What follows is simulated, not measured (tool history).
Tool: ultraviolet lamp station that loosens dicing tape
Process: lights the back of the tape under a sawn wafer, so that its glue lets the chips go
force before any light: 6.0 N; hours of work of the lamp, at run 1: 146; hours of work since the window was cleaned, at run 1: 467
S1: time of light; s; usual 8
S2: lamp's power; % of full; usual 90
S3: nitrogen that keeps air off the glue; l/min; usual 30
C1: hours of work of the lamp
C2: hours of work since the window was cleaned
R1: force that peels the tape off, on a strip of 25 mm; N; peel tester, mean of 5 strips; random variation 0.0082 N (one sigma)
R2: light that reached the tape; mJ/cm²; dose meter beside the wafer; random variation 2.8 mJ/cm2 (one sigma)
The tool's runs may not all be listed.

run	hour	S1	S2	S3	C1	C2	R1	R2
1	0.0	8	90	30	146	467	0.487	331
2	17.7	5	90	30	155	475	1.092	199
3	35.4	5	90	30	163	484	1.087	202
4	52.5	5	90	30	171	492	1.154	200
# hour 63.9: window cleaned of glue's vapour
5	71.8	5	90	30	180	4	0.881	232
6	87.6	8	90	30	188	11	0.366	377
7	98.5	5	90	30	193	17	0.864	238
8	111.5	5	62	30	200	23	1.518	159
9	134.8	5	62	30	211	34	1.600	157
10	155.4	8	62	30	221	44	0.788	255
11	166.0	8	69	30	226	49	0.625	278
12	179.6	7	92	11	233	56	1.041	328
13	197.7	5	99	22	241	65	1.012	249
14	212.2	5	99	22	248	72	1.025	249
15	223.1	5	99	22	254	77	0.996	252
16	242.9	6	90	40	263	87	0.560	266
17	263.9	8	61	28	273	97	0.913	243

3 ways to go on from here, each from the tool as it stands after run 17. What would each give?
A	277.7	8	90	19	280	103	?	?
B	277.7	15	81	30	280	103	?	?
C	277.7	14	97	45	280	103	?	?

run	R1	R2
A	0.596	354
B	0.203	593
C	0.179	662
Without the tool's hidden state the same runs would have given:
run	R1	R2
A	0.462	406
B	0.188	682
C	0.175	761

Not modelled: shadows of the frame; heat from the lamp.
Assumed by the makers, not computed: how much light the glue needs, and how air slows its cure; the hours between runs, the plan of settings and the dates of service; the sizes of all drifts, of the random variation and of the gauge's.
